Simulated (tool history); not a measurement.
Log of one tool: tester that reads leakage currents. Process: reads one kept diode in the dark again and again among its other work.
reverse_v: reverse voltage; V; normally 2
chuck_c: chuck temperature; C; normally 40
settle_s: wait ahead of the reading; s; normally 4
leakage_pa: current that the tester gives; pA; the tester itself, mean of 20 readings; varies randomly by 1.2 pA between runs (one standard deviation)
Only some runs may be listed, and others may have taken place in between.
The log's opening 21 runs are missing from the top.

run	day	reverse_v	chuck_c	settle_s	leakage_pa
22	124.342	1.74	42	0.78	437.51
23	129.392	2.75	42	4.22	548.43
24	134.729	2.75	42	4.22	547.4
25	139.888	12.69	51	8.57	2493.91
26	144.812	3.24	51	0.49	1189.49
27	153.338	2	23	4	89.73
28	160.154	12.86	36	9.45	746.14
29	167.65	6.17	48	4	1299.66
30	174.512	6.17	48	4	1283.27
31	180.346	13.95	21	8.52	217.66
32	187.479	1.44	25	6.14	85.5
33	195.525	1.44	30	7.42	130.96

5 options for the next run, each taken on its own from the tool as it stands now. Forecast them:
A	203.542	10.88	30	9.25	?
B	203.542	1.03	40	0.44	?
C	203.542	1.44	30	1.02	?
D	203.542	1.44	30	0.71	?
E	203.542	2	49	4	?

run	leakage_pa
A	392.22
B	250.2
C	128.62
D	129.53
E	733.72
The same runs, with their run-to-run variation unchanged, on a tool lacking any hidden condition would have given:
run	leakage_pa
A	443.88
B	291.72
C	149.81
D	150.81
E	850.1
